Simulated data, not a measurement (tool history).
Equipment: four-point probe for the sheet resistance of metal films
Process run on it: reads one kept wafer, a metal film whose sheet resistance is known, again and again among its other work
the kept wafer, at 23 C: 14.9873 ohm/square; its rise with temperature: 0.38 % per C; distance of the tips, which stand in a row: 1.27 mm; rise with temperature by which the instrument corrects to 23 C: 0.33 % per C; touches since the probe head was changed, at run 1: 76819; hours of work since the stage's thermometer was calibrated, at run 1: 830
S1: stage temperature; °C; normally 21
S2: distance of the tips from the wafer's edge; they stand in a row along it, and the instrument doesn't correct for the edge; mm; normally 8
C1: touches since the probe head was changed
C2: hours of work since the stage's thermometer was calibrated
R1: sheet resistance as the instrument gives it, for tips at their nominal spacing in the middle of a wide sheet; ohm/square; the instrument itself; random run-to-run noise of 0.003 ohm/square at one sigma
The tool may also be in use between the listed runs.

run   hour  S1  S2      C1    C2         R1
  1    0.0  21   8   76819   830  15.045439
  2   49.1  21   8   78251   857  15.045452
  3  101.7  21  48   79782   885  14.850572
  4  158.8  21   8   81446   916  15.040336
  5  195.9  21   8   82526   937  15.035974
  6  239.5  21   8   83797   960  15.039832
  7  282.3  18   8   85046   983  15.014546
  8  329.8  18   8   86428  1009  15.015863
  9  386.9  21   8   88092  1040  15.033636
 10  443.6  30   8   89743  1071  15.101075
 11  488.2  22   7   91044  1095  15.096764
 12  543.4  22   7   92652  1125  15.096071
 13  595.0  20   8   94155  1153  15.015688
 14  642.5  20   8   95539  1179  15.014662
 15  681.5  20   8   96677  1200  15.008631
 16  709.8  20   8   97499  1215  15.013353
 17  753.0  20  16   98758  1239  14.865696
 18  786.0  20  16   99721  1257  14.867381
 19  812.6  22   5  100496  1271  15.320123
 20  849.8  29   3  101578  1291  16.175084

Consider 3 possible next runs. They are alternatives, not a sequence: every one starts from the tool as it was left by run 20. What does each give?
  A  900.0  29  12  103043  1319   ?
  B  900.0  23   6  103043  1319   ?
  C  900.0  28   8  103043  1319   ?

run         R1
  A  14.958334
  B  15.181704
  C  15.070326
Without the tool's unlogged condition, the same runs would have read:
run         R1
  A  15.115309
  B  15.341558
  C  15.228518

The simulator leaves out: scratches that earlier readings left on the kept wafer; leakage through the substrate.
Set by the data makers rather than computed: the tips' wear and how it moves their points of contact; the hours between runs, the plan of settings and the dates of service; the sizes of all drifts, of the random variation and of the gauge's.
